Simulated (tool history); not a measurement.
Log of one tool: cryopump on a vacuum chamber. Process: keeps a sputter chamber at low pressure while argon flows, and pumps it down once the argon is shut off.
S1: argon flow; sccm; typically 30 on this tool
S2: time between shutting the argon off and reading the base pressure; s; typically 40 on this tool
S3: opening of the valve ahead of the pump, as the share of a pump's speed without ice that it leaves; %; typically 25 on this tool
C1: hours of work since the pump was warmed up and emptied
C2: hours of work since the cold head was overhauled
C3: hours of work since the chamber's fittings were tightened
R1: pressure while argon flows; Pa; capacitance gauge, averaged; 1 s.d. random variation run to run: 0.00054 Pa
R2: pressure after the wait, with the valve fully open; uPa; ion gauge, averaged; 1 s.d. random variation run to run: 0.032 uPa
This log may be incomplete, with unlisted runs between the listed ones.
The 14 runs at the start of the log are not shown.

run 15 hour=224 | S1=30 S2=40 S3=25 | C1=285 C2=657 C3=677 | R1=0.1331 R2=3.23
run 16 hour=241.5 | S1=30 S2=40 S3=25 | C1=296 C2=668 C3=688 | R1=0.1335 R2=3.37
run 17 hour=256.7 | S1=30 S2=40 S3=25 | C1=306 C2=677 C3=697 | R1=0.133 R2=3.38
run 18 hour=272.3 | S1=16 S2=87 S3=16 | C1=315 C2=687 C3=707 | R1=0.1104 R2=2.61
run 19 hour=295 | S1=16 S2=87 S3=16 | C1=330 C2=701 C3=721 | R1=0.1097 R2=2.73
run 20 hour=317.4 | S1=16 S2=87 S3=16 | C1=344 C2=715 C3=735 | R1=0.1106 R2=2.77
run 21 hour=336.1 | S1=16 S2=87 S3=16 | C1=355 C2=727 C3=747 | R1=0.1106 R2=2.81
-- hour=354.2 pump warmed up, emptied and cooled again
run 22 hour=361 | S1=35 S2=42 S3=33 | C1=4 C2=739 C3=759 | R1=0.1141 R2=3.23
run 23 hour=384.3 | S1=35 S2=42 S3=33 | C1=19 C2=754 C3=774 | R1=0.1148 R2=3.33
run 24 hour=407 | S1=33 S2=85 S3=33 | C1=33 C2=768 C3=788 | R1=0.1081 R2=2.61
run 25 hour=421.7 | S1=34 S2=64 S3=33 | C1=42 C2=777 C3=797 | R1=0.1119 R2=2.85
run 26 hour=443.9 | S1=34 S2=64 S3=33 | C1=56 C2=791 C3=811 | R1=0.1116 R2=2.93
run 27 hour=457.7 | S1=34 S2=64 S3=33 | C1=65 C2=800 C3=819 | R1=0.1123 R2=3.03
run 28 hour=474.5 | S1=58 S2=205 S3=49 | C1=75 C2=810 C3=830 | R1=0.1299 R2=2.34
run 29 hour=492.8 | S1=55 S2=196 S3=25 | C1=87 C2=822 C3=841 | R1=0.2387 R2=2.43
run 30 hour=514.2 | S1=55 S2=196 S3=25 | C1=100 C2=835 C3=855 | R1=0.2401 R2=2.41
run 31 hour=528.6 | S1=59 S2=40 S3=20 | C1=109 C2=844 C3=864 | R1=0.32 R2=3.69
run 32 hour=551.1 | S1=59 S2=40 S3=20 | C1=123 C2=858 C3=878 | R1=0.3206 R2=3.66
run 33 hour=572.5 | S1=18 S2=79 S3=58 | C1=136 C2=871 C3=891 | R1=0.0346 R2=2.96
run 34 hour=590.7 | S1=23 S2=282 S3=32 | C1=148 C2=883 C3=903 | R1=0.0794 R2=2.46

Below are 3 alternative next runs, each starting from the tool's condition after run 34. Predict each:
run A hour=606.4 | S1=30 S2=40 S3=18 | C1=158 C2=893 C3=912 | R1=? R2=?
run B hour=606.4 | S1=22 S2=125 S3=43 | C1=158 C2=893 C3=912 | R1=? R2=?
run C hour=606.4 | S1=19 S2=131 S3=54 | C1=158 C2=893 C3=912 | R1=? R2=?

run=A R1=0.1815 R2=3.87
run=B R1=0.0578 R2=2.76
run=C R1=0.0394 R2=2.72
What these runs would have given with no unlogged condition in the tool:
run=A R1=0.179 R2=1.73
run=B R1=0.0559 R2=0.65
run=C R1=0.0378 R2=0.64

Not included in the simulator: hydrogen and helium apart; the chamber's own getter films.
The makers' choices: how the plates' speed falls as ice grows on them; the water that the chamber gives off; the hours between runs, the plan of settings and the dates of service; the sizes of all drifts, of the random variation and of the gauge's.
